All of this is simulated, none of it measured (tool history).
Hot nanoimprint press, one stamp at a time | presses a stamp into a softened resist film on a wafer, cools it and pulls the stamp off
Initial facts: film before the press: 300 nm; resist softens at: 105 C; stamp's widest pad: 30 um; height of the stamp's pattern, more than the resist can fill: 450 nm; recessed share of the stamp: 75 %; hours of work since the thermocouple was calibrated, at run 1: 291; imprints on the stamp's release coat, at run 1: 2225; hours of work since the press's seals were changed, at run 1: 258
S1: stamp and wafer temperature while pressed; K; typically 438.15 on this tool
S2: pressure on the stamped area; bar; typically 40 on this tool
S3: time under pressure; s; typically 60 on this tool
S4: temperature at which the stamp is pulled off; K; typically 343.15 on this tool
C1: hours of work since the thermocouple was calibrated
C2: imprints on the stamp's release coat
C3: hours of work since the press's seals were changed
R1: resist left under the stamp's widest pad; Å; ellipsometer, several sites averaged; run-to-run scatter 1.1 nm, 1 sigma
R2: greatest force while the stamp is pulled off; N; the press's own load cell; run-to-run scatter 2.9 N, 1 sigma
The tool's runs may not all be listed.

run 1 hour=0 | S1=438.15 S2=40 S3=60 S4=343.15 | C1=291 C2=2225 C3=258 | R1=1628 R2=138
-- hour=37.1 stamp cleaned and given a new release coat
run 2 hour=45.6 | S1=438.15 S2=40 S3=60 S4=343.15 | C1=311 C2=28 C3=278 | R1=1618 R2=137
run 3 hour=83.8 | S1=438.15 S2=40 S3=60 S4=343.15 | C1=330 C2=153 C3=297 | R1=1619 R2=138
run 4 hour=114.8 | S1=438.15 S2=40 S3=60 S4=343.15 | C1=346 C2=255 C3=313 | R1=1599 R2=137
run 5 hour=147.3 | S1=438.15 S2=43.6 S3=60 S4=343.15 | C1=362 C2=362 C3=329 | R1=1563 R2=136
run 6 hour=192.9 | S1=438.15 S2=43.6 S3=60 S4=343.15 | C1=385 C2=511 C3=351 | R1=1552 R2=136
run 7 hour=220.6 | S1=438.15 S2=49.9 S3=60 S4=343.15 | C1=398 C2=602 C3=365 | R1=1469 R2=143
run 8 hour=264.3 | S1=438.15 S2=40 S3=60 S4=343.15 | C1=420 C2=746 C3=387 | R1=1612 R2=137
run 9 hour=302.1 | S1=438.15 S2=40 S3=60 S4=343.15 | C1=439 C2=870 C3=406 | R1=1613 R2=142
run 10 hour=340.5 | S1=438.15 S2=40 S3=60 S4=343.15 | C1=458 C2=996 C3=425 | R1=1611 R2=141
run 11 hour=375.1 | S1=438.15 S2=40 S3=60 S4=343.15 | C1=475 C2=1109 C3=442 | R1=1623 R2=134
run 12 hour=422.6 | S1=438.15 S2=40 S3=60 S4=343.15 | C1=499 C2=1265 C3=466 | R1=1608 R2=141
run 13 hour=448.4 | S1=450.15 S2=40 S3=60 S4=343.15 | C1=512 C2=1349 C3=479 | R1=1079 R2=141
run 14 hour=489.6 | S1=450.15 S2=40 S3=60 S4=343.15 | C1=532 C2=1485 C3=499 | R1=1087 R2=145
-- hour=505.1 plate thermocouple calibrated
run 15 hour=522.8 | S1=450.15 S2=40 S3=60 S4=343.15 | C1=9 C2=1584 C3=514 | R1=1096 R2=139
run 16 hour=571 | S1=438.15 S2=40 S3=95 S4=333.15 | C1=33 C2=1742 C3=538 | R1=1375 R2=157
run 17 hour=591.4 | S1=438.15 S2=40 S3=95 S4=333.15 | C1=43 C2=1809 C3=548 | R1=1385 R2=159
run 18 hour=621.5 | S1=438.15 S2=40 S3=95 S4=333.15 | C1=58 C2=1907 C3=563 | R1=1389 R2=159
run 19 hour=647.8 | S1=429.15 S2=30.8 S3=60 S4=335.15 | C1=71 C2=1994 C3=576 | R1=2299 R2=156
run 20 hour=695.5 | S1=443.15 S2=40 S3=60 S4=343.15 | C1=95 C2=2150 C3=600 | R1=1367 R2=137
run 21 hour=723.6 | S1=437.15 S2=40 S3=60 S4=332.15 | C1=109 C2=2242 C3=614 | R1=1676 R2=157
-- hour=757.8 stamp cleaned and given a new release coat
run 22 hour=759.8 | S1=438.15 S2=28.2 S3=60 S4=343.15 | C1=124 C2=6 C3=629 | R1=1859 R2=138
run 23 hour=782.7 | S1=438.15 S2=55.7 S3=60 S4=340.15 | C1=135 C2=81 C3=641 | R1=1402 R2=143
run 24 hour=822.7 | S1=438.15 S2=55.7 S3=60 S4=340.15 | C1=155 C2=213 C3=660 | R1=1380 R2=146
run 25 hour=862.8 | S1=430.15 S2=42.8 S3=92 S4=333.15 | C1=175 C2=344 C3=680 | R1=1809 R2=168
run 26 hour=911.1 | S1=438.15 S2=61.8 S3=49 S4=343.15 | C1=199 C2=503 C3=704 | R1=1431 R2=136
run 27 hour=952.8 | S1=448.15 S2=32.3 S3=60 S4=343.15 | C1=220 C2=639 C3=725 | R1=1294 R2=141
run 28 hour=972.8 | S1=448.15 S2=32.3 S3=60 S4=343.15 | C1=230 C2=705 C3=735 | R1=1276 R2=135
run 29 hour=1000.6 | S1=441.15 S2=40 S3=66 S4=343.15 | C1=244 C2=796 C3=749 | R1=1414 R2=140

Hidden state at the last listed run before each entry between runs and at the first one after, where it differs:
After run 1, before run 2: stamp cleaned and given a new release coat (hour 37.1)
  grip of the stamp's worn release coat, % over a new coat's: 2 -> 0
  measured less the result without the state, R2: +3 -> +0 N
After run 14, before run 15: plate thermocouple calibrated (hour 505.1)
  true temperature over the reading, C: 0.07 -> 0; grip of the stamp's worn release coat, % over a new coat's: 1.3 -> 1.4
  measured less the result without the state, R2: +2 -> +2 N
After run 21, before run 22: stamp cleaned and given a new release coat (hour 757.8)
  grip of the stamp's worn release coat, % over a new coat's: 2 -> 0
  measured less the result without the state, R2: +3 -> +0 N
